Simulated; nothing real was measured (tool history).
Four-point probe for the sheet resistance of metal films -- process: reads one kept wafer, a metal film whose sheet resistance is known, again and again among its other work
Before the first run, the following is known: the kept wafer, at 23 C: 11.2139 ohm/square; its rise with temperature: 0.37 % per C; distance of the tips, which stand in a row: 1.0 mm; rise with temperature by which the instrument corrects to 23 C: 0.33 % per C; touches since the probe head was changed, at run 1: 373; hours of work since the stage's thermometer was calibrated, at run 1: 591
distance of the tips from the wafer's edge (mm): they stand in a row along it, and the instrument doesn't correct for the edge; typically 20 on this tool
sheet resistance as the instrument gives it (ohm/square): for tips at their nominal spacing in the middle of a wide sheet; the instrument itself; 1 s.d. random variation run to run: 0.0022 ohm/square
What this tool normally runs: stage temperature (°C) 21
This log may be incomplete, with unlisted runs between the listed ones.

| run | hour | stage temperature (°C) | distance of the tips from the wafer's edge (mm) | touches since the probe head was changed | hours of work since the stage's thermometer was calibrated | sheet resistance as the instrument gives it (ohm/square) |
|---|---|---|---|---|---|---|
| 1 | 0 | 21 | 20 | 373 | 591 | 11.208803 |
| 2 | 22.5 | 21 | 26 | 1747 | 607 | 11.200753 |
| 3 | 41.2 | 21 | 20 | 2888 | 620 | 11.209306 |
| 4 | 66.2 | 21 | 20 | 4411 | 637 | 11.207495 |
| 5 | 95 | 21 | 20 | 6167 | 658 | 11.216402 |
| 6 | 122.5 | 21 | 20 | 7847 | 677 | 11.211452 |
| 7 | 137.3 | 21 | 4 | 8753 | 687 | 11.560757 |
| 8 | 155.6 | 21 | 4 | 9868 | 700 | 11.56467 |
| 9 | 176.4 | 21 | 4 | 11136 | 715 | 11.564576 |
| 10 | 189.2 | 21 | 4 | 11917 | 724 | 11.566532 |
| 11 | 212.2 | 21 | 20 | 13323 | 740 | 11.213798 |
| 12 | 227.7 | 21 | 20 | 14271 | 751 | 11.216644 |
| 13 | 256.5 | 25 | 20 | 16028 | 771 | 11.237309 |
| 14 | 280.9 | 21 | 9 | 17515 | 788 | 11.27468 |
| 15 | 309.9 | 21 | 3 | 19284 | 808 | 11.830491 |
| 16 | 326.9 | 21 | 50 | 20322 | 820 | 11.210348 |
| 17 | 341.2 | 22 | 20 | 21193 | 830 | 11.226459 |
| 18 | 354.8 | 21 | 20 | 22023 | 839 | 11.226419 |
| 19 | 381.1 | 21 | 20 | 23627 | 858 | 11.225243 |
| 20 | 404 | 21 | 20 | 25028 | 874 | 11.227133 |
| 21 | 425.3 | 21 | 20 | 26326 | 889 | 11.227145 |
| 22 | 438.3 | 21 | 20 | 27117 | 898 | 11.230029 |
| 23 | 460.1 | 21 | 6 | 28453 | 913 | 11.37757 |
| 24 | 480.4 | 21 | 22 | 29692 | 927 | 11.229824 |
| 25 | 502.5 | 21 | 22 | 31038 | 943 | 11.23056 |
| 26 | 515.3 | 24 | 32 | 31821 | 952 | 11.23744 |
| 27 | 544.6 | 24 | 32 | 33606 | 972 | 11.238731 |
| 28 | 558.4 | 32 | 6 | 34449 | 982 | 11.430932 |
| 29 | 583.1 | 32 | 6 | 35955 | 999 | 11.437918 |
| 30 | 596 | 32 | 5 | 36745 | 1008 | 11.502006 |
| 31 | 614 | 21 | 18 | 37841 | 1021 | 11.244838 |
| 32 | 634.3 | 31 | 20 | 39077 | 1035 | 11.283239 |
| 33 | 656 | 26 | 44 | 40407 | 1050 | 11.252586 |
| 34 | 670.8 | 23 | 28 | 41309 | 1061 | 11.240808 |
| 35 | 696.6 | 21 | 15 | 42883 | 1079 | 11.251551 |
| 36 | 717.5 | 21 | 15 | 44156 | 1093 | 11.251163 |
| 37 | 742.4 | 21 | 15 | 45680 | 1111 | 11.255433 |
| 38 | 770.1 | 24 | 57 | 47368 | 1130 | 11.246229 |
| 39 | 797.7 | 24 | 57 | 49052 | 1149 | 11.244625 |
| 40 | 819.1 | 24 | 57 | 50356 | 1164 | 11.2466 |
| 41 | 840.9 | 18 | 5 | 51689 | 1180 | 11.45734 |

What does the tool deliver on the next run?
| 42 | 861 | 30 | 51 | 52913 | 1194 | ? |

For run 42 the tool returned sheet resistance as the instrument gives it (ohm/square) 11.276642.
Minus the tool's unlogged condition, the same run would have read sheet resistance as the instrument gives it (ohm/square) 11.248266.
